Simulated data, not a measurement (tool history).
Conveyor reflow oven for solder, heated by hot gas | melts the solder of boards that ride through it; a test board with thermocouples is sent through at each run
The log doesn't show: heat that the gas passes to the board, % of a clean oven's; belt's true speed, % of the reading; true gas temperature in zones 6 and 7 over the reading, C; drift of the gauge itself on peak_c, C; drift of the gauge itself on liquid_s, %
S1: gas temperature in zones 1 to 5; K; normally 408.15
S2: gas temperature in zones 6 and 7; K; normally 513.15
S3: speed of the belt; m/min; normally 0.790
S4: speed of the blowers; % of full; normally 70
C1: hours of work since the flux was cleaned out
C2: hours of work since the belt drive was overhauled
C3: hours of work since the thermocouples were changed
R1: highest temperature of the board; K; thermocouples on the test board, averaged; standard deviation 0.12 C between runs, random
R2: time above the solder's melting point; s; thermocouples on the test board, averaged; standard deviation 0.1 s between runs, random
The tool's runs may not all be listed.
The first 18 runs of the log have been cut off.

Run 19, hour 261.2: usual settings but S1 400.15 K, S2 521.15 K, S3 0.836 m/min, S4 56 % of full; C1 185; C2 393; C3 637. Result: R1 494.25 K, R2 41.9 s.
Run 20, hour 272.9: usual settings but S3 0.886 m/min, S4 59 % of full; C1 191; C2 399; C3 643. Result: R1 488.55 K, R2 37.8 s.
Run 21, hour 283.8: usual settings but S3 0.886 m/min, S4 59 % of full; C1 197; C2 404; C3 649. Result: R1 488.55 K, R2 37.8 s.
Run 22, hour 300.6: usual settings but S2 516.15 K; C1 205; C2 413; C3 657. Result: R1 499.75 K, R2 50.2 s.
Run 23, hour 310.8: usual settings but S3 0.761 m/min; C1 211; C2 419; C3 663. Result: R1 498.45 K, R2 51.4 s.
Run 24, hour 330.1: usual settings but S3 0.761 m/min; C1 221; C2 429; C3 673. Result: R1 498.45 K, R2 51.3 s.
Run 25, hour 345.4: usual settings but S2 524.15 K, S3 0.761 m/min; C1 229; C2 437; C3 681. Result: R1 508.15 K, R2 55.7 s.
Run 26, hour 364.2: usual settings but S2 524.15 K, S3 0.761 m/min; C1 238; C2 446; C3 691. Result: R1 508.05 K, R2 55.5 s.
Run 27, hour 374.8: usual settings but S2 527.15 K; C1 244; C2 452; C3 696. Result: R1 509.45 K, R2 53.9 s.
Run 28, hour 386.0: usual settings but S2 516.15 K, S4 73 % of full; C1 250; C2 458; C3 702. Result: R1 500.75 K, R2 50.4 s.
Run 29, hour 399.1: usual settings but S1 413.15 K, S2 516.15 K, S3 0.663 m/min, S4 62 % of full; C1 257; C2 465; C3 709. Result: R1 503.25 K, R2 63.1 s.
Run 30, hour 417.4: usual settings but S1 413.15 K, S2 516.15 K, S3 0.663 m/min, S4 62 % of full; C1 266; C2 474; C3 718. Result: R1 503.25 K, R2 63.2 s.
Run 31, hour 438.0: usual settings but S1 415.15 K, S4 89 % of full; C1 277; C2 485; C3 729. Result: R1 503.05 K, R2 53.3 s.

Each row is a separate what-if for the run after 31, all from the same tool condition, not one after another. Results?
Run A, hour 447.0: usual settings but S3 0.714 m/min; C1 282; C2 489; C3 734. Result: R1 ?, R2 ?.
Run B, hour 447.0: usual settings but S1 415.15 K, S3 0.797 m/min, S4 89 % of full; C1 282; C2 489; C3 734. Result: R1 ?, R2 ?.
Run C, hour 447.0: usual settings but S1 415.15 K, S2 514.15 K, S3 0.789 m/min, S4 89 % of full; C1 282; C2 489; C3 734. Result: R1 ?, R2 ?.
Run D, hour 447.0: usual settings but S1 415.15 K, S2 506.15 K, S4 76 % of full; C1 282; C2 489; C3 734. Result: R1 ?, R2 ?.

run      R1    R2
  A  500.15  55.8
  B  502.85  52.8
  C  503.75  53.9
  D  493.65  49.0
The same runs, with their run-to-run variation unchanged, on a tool lacking any hidden condition would have given:
run      R1    R2
  A  500.05  55.8
  B  502.85  52.8
  C  503.75  53.9
  D  493.55  49.0
